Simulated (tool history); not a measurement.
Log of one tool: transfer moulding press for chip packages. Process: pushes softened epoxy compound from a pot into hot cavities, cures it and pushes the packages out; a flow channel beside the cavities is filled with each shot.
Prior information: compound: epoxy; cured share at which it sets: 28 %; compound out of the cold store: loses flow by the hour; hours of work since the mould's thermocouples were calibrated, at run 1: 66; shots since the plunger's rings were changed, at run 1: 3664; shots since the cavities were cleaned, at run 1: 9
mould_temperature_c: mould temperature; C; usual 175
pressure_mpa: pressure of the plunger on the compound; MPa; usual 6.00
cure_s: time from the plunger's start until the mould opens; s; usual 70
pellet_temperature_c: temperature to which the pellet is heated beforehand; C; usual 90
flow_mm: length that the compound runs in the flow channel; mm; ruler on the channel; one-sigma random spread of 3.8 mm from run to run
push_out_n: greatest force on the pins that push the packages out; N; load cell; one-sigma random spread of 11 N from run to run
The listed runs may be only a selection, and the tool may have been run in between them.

run,hour,mould_temperature_c,pressure_mpa,cure_s,pellet_temperature_c,hours of work since the mould's thermocouples were calibrated,shots since the plunger's rings were changed,shots since the cavities were cleaned,incoming compound's hours out of the cold store,flow_mm,push_out_n
1,0.0,175,6.00,70,90,66,3664,9,41.5,908,468
# hour 15.8: plunger's sealing rings changed
# hour 63.2: cavities cleaned with cleaning compound and waxed
2,63.2,175,6.00,70,90,94,591,0,39.5,919,485
# hour 126.5: cavities cleaned with cleaning compound and waxed
3,138.3,175,6.00,70,90,130,1541,152,43.2,901,478
# hour 194.3: cavities cleaned with cleaning compound and waxed
4,215.0,175,6.00,70,90,167,2510,267,46.5,891,505
# hour 259.1: cavities cleaned with cleaning compound and waxed
5,290.6,175,6.00,70,90,203,3466,407,26.2,959,516
# hour 320.0: plunger's sealing rings changed
# hour 330.1: cavities cleaned with cleaning compound and waxed
6,356.2,175,6.00,70,90,233,447,337,17.6,1002,503
# hour 398.3: cavities cleaned with cleaning compound and waxed
7,415.2,175,6.00,70,90,261,1188,217,40.7,907,488
# hour 461.0: cavities cleaned with cleaning compound and waxed
# hour 504.6: mould's thermocouples calibrated
8,504.6,175,6.00,58,90,0,2296,536,20.9,976,748
# hour 528.5: cavities cleaned with cleaning compound and waxed
9,584.9,175,6.00,58,90,38,3312,728,24.4,965,728
# hour 591.8: cavities cleaned with cleaning compound and waxed
# hour 627.9: plunger's sealing rings changed
10,652.0,175,6.00,58,90,69,310,743,32.7,940,740
# hour 657.8: cavities cleaned with cleaning compound and waxed
# hour 719.7: cavities cleaned with cleaning compound and waxed
11,747.8,175,6.00,58,90,114,1507,362,19.5,990,752
# hour 784.8: cavities cleaned with cleaning compound and waxed
12,814.2,175,6.00,70,90,146,2344,379,12.7,1011,521
# hour 851.0: cavities cleaned with cleaning compound and waxed
13,874.2,173,6.00,57,90,174,3098,299,15.9,999,926
# hour 914.5: cavities cleaned with cleaning compound and waxed
# hour 939.4: plunger's sealing rings changed
14,961.5,175,5.46,77,84,215,285,573,12.0,976,456
# hour 983.3: cavities cleaned with cleaning compound and waxed
15,1035.1,183,6.59,88,90,250,1214,667,21.8,988,385
# hour 1046.7: cavities cleaned with cleaning compound and waxed
# hour 1112.0: cavities cleaned with cleaning compound and waxed
16,1128.8,182,5.54,70,90,294,2384,216,8.5,960,406
# hour 1151.9: mould's thermocouples calibrated
17,1171.5,182,5.54,70,90,10,2909,741,21.9,915,415
# hour 1179.3: cavities cleaned with cleaning compound and waxed
# hour 1241.5: cavities cleaned with cleaning compound and waxed
# hour 1251.5: plunger's sealing rings changed
18,1263.4,182,5.54,70,90,52,153,249,43.1,848,408
# hour 1312.0: cavities cleaned with cleaning compound and waxed
19,1323.3,182,4.79,106,90,80,906,145,34.3,814,390
# hour 1377.0: cavities cleaned with cleaning compound and waxed
20,1377.0,173,7.30,59,86,105,1579,0,33.6,1044,786
# hour 1441.5: cavities cleaned with cleaning compound and waxed
21,1442.8,171,7.21,67,92,137,2409,17,30.1,1056,691
# hour 1503.4: cavities cleaned with cleaning compound and waxed
22,1516.3,171,7.21,67,92,172,3337,166,11.1,1138,709
# hour 1558.4: plunger's sealing rings changed
# hour 1573.6: cavities cleaned with cleaning compound and waxed
23,1603.0,169,5.45,70,90,212,556,379,30.5,932,729
# hour 1635.6: cavities cleaned with cleaning compound and waxed
24,1680.8,178,6.00,59,90,249,1539,583,23.1,960,591

What if the next run were any one of these 3? Each begins from the tool's condition after run 24:
# hour 1700.5: cavities cleaned with cleaning compound and waxed
A,1757.6,176,6.00,70,90,286,2510,736,46.8,?,?
# hour 1700.5: cavities cleaned with cleaning compound and waxed
B,1757.6,178,6.76,60,94,286,2510,736,32.8,?,?
# hour 1700.5: cavities cleaned with cleaning compound and waxed
C,1757.6,169,6.00,65,90,286,2510,736,46.9,?,?

run,flow_mm,push_out_n
A,886,479
B,983,546
C,913,823
Stripped of hidden state, with their random variation kept, the same runs would have yielded:
run,flow_mm,push_out_n
A,887,473
B,985,540
C,915,813
